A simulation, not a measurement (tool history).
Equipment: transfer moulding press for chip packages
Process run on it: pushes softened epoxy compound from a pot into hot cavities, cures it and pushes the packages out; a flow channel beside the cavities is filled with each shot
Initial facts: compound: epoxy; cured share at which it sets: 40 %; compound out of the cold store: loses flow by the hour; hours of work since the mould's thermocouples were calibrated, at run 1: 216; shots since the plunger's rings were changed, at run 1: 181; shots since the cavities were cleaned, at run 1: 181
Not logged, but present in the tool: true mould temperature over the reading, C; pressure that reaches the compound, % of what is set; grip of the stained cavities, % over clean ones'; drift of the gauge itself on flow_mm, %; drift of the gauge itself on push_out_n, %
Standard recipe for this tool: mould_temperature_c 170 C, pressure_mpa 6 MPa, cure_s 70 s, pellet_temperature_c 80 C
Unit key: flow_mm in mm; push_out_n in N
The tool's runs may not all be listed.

| run | hour | mould_temperature_c | pressure_mpa | cure_s | pellet_temperature_c | hours of work since the mould's thermocouples were calibrated | shots since the plunger's rings were changed | shots since the cavities were cleaned | incoming compound's hours out of the cold store | flow_mm | push_out_n |
|---|---|---|---|---|---|---|---|---|---|---|---|
| 1 | 0 | 170 | 6 | 70 | 80 | 216 | 181 | 181 | 44.6 | 606 | 765 |
| 2 | 22.6 | 170 | 6 | 70 | 80 | 226 | 429 | 429 | 12.5 | 686 | 981 |
| 3 | 43.3 | 170 | 6 | 70 | 84 | 236 | 658 | 658 | 39.9 | 613 | 1004 |
| 4 | 56 | 170 | 6 | 70 | 84 | 241 | 798 | 798 | 15.2 | 673 | 1087 |
| 5 | 72.4 | 170 | 6 | 70 | 84 | 249 | 977 | 977 | 20.5 | 657 | 1146 |
| 6 | 86 | 170 | 6 | 70 | 80 | 255 | 1127 | 1127 | 9.5 | 687 | 1207 |
|  | 95.1 | cavities cleaned with cleaning compound and waxed |
| 7 | 108.8 | 164 | 6 | 70 | 80 | 265 | 1361 | 150 | 36.6 | 632 | 1028 |
| 8 | 132.6 | 170 | 6 | 70 | 80 | 275 | 1623 | 412 | 40.6 | 603 | 932 |
| 9 | 155.1 | 170 | 6 | 70 | 80 | 285 | 1871 | 660 | 22.1 | 647 | 1061 |
| 10 | 178.4 | 170 | 6 | 71 | 80 | 296 | 2128 | 917 | 16 | 662 | 1115 |
| 11 | 195.9 | 170 | 6 | 71 | 80 | 304 | 2320 | 1109 | 16.9 | 655 | 1149 |
|  | 206 | cavities cleaned with cleaning compound and waxed |
| 12 | 210.9 | 170 | 6 | 70 | 80 | 310 | 2468 | 53 | 12.4 | 667 | 671 |
| 13 | 230 | 170 | 6 | 70 | 80 | 318 | 2678 | 263 | 12.8 | 666 | 929 |
|  | 242.3 | plunger's sealing rings changed |
| 14 | 248.9 | 170 | 6 | 70 | 80 | 326 | 72 | 444 | 18.4 | 669 | 1007 |
| 15 | 269.3 | 170 | 6 | 70 | 80 | 335 | 296 | 668 | 18.5 | 668 | 1082 |
| 16 | 289.7 | 170 | 6 | 70 | 90 | 344 | 521 | 893 | 29.2 | 635 | 1073 |
| 17 | 308.6 | 170 | 4.59 | 70 | 78 | 353 | 729 | 1101 | 32.2 | 552 | 1145 |
|  | 319.4 | cavities cleaned with cleaning compound and waxed |
| 18 | 332.6 | 170 | 5.26 | 61 | 76 | 363 | 977 | 146 | 43.9 | 565 | 957 |
| 19 | 344.1 | 170 | 6 | 70 | 87 | 368 | 1104 | 273 | 41.1 | 607 | 814 |
| 20 | 367.4 | 170 | 6 | 70 | 87 | 379 | 1360 | 529 | 8.5 | 683 | 1043 |
| 21 | 382.5 | 170 | 5.46 | 54 | 80 | 385 | 1526 | 695 | 26.7 | 610 | 1976 |
| 22 | 396.9 | 162 | 5.49 | 76 | 79 | 392 | 1684 | 853 | 9.5 | 672 | 1565 |
| 23 | 412.7 | 177 | 4.79 | 70 | 80 | 399 | 1858 | 1027 | 36.1 | 532 | 959 |
| 24 | 425.6 | 166 | 6.77 | 70 | 80 | 405 | 2000 | 1169 | 27.1 | 683 | 1387 |
|  | 430.6 | cavities cleaned with cleaning compound and waxed |
| 25 | 444.7 | 171 | 7.39 | 73 | 72 | 413 | 2193 | 155 | 19.9 | 719 | 680 |
| 26 | 466.1 | 170 | 5.06 | 72 | 80 | 422 | 2429 | 391 | 28.3 | 577 | 896 |
| 27 | 482 | 170 | 5.06 | 72 | 80 | 430 | 2604 | 566 | 41.2 | 546 | 971 |
|  | 501.9 | plunger's sealing rings changed |
| 28 | 509.2 | 170 | 5.12 | 70 | 80 | 441 | 80 | 838 | 30.4 | 591 | 1117 |
| 29 | 529.2 | 167 | 5.09 | 83 | 88 | 450 | 299 | 1057 | 11.3 | 640 | 1016 |

Forecast each of these 3 alternatives for the next run:
|  | 545 | cavities cleaned with cleaning compound and waxed |
| A | 555.6 | 164 | 6 | 69 | 71 | 461 | 574 | 117 | 36.9 | ? | ? |
|  | 545 | cavities cleaned with cleaning compound and waxed |
| B | 555.6 | 167 | 6.81 | 65 | 80 | 461 | 574 | 117 | 26.6 | ? | ? |
|  | 545 | cavities cleaned with cleaning compound and waxed |
| C | 555.6 | 167 | 5.09 | 98 | 88 | 461 | 574 | 117 | 30.7 | ? | ? |

| run | flow_mm | push_out_n |
|---|---|---|
| A | 638 | 1007 |
| B | 698 | 968 |
| C | 593 | 560 |
Without the tool's hidden state the same runs would have given:
| run | flow_mm | push_out_n |
|---|---|---|
| A | 645 | 827 |
| B | 706 | 794 |
| C | 600 | 438 |
